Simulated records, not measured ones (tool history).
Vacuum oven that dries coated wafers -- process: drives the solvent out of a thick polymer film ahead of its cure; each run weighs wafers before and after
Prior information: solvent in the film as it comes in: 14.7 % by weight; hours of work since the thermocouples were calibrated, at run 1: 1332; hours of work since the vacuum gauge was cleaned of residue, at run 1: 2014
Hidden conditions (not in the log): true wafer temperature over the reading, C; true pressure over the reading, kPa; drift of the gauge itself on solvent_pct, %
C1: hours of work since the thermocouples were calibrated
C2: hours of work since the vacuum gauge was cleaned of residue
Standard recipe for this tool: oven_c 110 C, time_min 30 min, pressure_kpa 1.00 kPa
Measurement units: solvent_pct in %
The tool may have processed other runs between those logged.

Run 1, hour 0.0: usual settings; C1 1332; C2 2014. Result: solvent_pct 2.22 %.
At hour 42.0: oven's thermocouples calibrated.
Run 2, hour 92.3: usual settings; C1 36; C2 2079. Result: solvent_pct 2.17 %.
Run 3, hour 142.6: usual settings; C1 73; C2 2115. Result: solvent_pct 2.16 %.
Run 4, hour 225.2: usual settings; C1 132; C2 2175. Result: solvent_pct 2.16 %.
Run 5, hour 284.1: usual settings but time_min 19 min; C1 175; C2 2218. Result: solvent_pct 3.70 %.
Run 6, hour 326.0: usual settings but oven_c 101 C, time_min 36 min, pressure_kpa 0.67 kPa; C1 205; C2 2248. Result: solvent_pct 3.08 %.
Run 7, hour 416.5: usual settings but oven_c 105 C, time_min 20 min, pressure_kpa 0.72 kPa; C1 270; C2 2313. Result: solvent_pct 4.54 %.
Run 8, hour 493.7: usual settings but oven_c 105 C, time_min 19 min, pressure_kpa 0.72 kPa; C1 326; C2 2369. Result: solvent_pct 4.74 %.
Run 9, hour 536.2: usual settings but pressure_kpa 1.56 kPa; C1 357; C2 2400. Result: solvent_pct 2.67 %.
Run 10, hour 616.2: usual settings but oven_c 122 C, time_min 31 min; C1 415; C2 2457. Result: solvent_pct 0.78 %.

4 ways to go on from here, each from the tool as it stands after run 10. What would each give?
Run A, hour 685.9: usual settings but oven_c 103 C, pressure_kpa 0.75 kPa; C1 465; C2 2508. Result: solvent_pct ?.
Run B, hour 685.9: usual settings but oven_c 113 C, time_min 52 min, pressure_kpa 0.73 kPa; C1 465; C2 2508. Result: solvent_pct ?.
Run C, hour 685.9: usual settings but oven_c 96 C, time_min 31 min; C1 465; C2 2508. Result: solvent_pct ?.
Run D, hour 685.9: usual settings but oven_c 105 C, time_min 20 min, pressure_kpa 0.90 kPa; C1 465; C2 2508. Result: solvent_pct ?.

run  solvent_pct
  A         3.47
  B         0.73
  C         5.40
  D         4.72
Had the tool no hidden state, the same runs would have come out as:
run  solvent_pct
  A         3.44
  B         0.72
  C         5.37
  D         4.70
